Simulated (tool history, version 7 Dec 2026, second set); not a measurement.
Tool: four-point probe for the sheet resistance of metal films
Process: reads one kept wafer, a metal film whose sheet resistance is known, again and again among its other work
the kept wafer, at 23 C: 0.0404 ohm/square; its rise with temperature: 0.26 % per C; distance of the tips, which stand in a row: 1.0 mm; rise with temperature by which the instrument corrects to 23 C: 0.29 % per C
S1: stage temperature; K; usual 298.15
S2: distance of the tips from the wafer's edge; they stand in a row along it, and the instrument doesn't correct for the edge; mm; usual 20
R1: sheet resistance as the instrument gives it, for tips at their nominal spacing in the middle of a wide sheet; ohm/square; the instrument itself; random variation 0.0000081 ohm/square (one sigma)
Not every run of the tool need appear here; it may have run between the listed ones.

run,hour,S1,S2,R1
1,0.0,298.15,20,0.040920
2,74.0,298.15,20,0.040924
# hour 80.8: new probe head fitted
3,148.5,298.15,20,0.040573
4,217.5,298.15,20,0.040573
5,266.4,298.15,20,0.040587
6,360.7,298.15,57,0.040554
7,467.2,298.15,65,0.040582
8,536.7,298.15,20,0.040632
9,584.6,298.15,20,0.040646
10,639.6,298.15,20,0.040654
11,731.5,298.15,20,0.040644
12,782.1,294.15,20,0.040715
13,828.9,298.15,15,0.040732
14,923.9,292.15,20,0.040788
15,1014.7,292.15,20,0.040786
16,1106.3,292.15,6,0.041356
17,1173.5,298.15,49,0.040690
18,1239.4,298.15,49,0.040683

For run 19, what comes out?
19,1335.1,298.15,49,?

Run 19 yielded R1 0.040707 ohm/square.
Were there no unlogged condition in the tool, this run, its random variation unchanged, would have produced R1 0.040377 ohm/square.
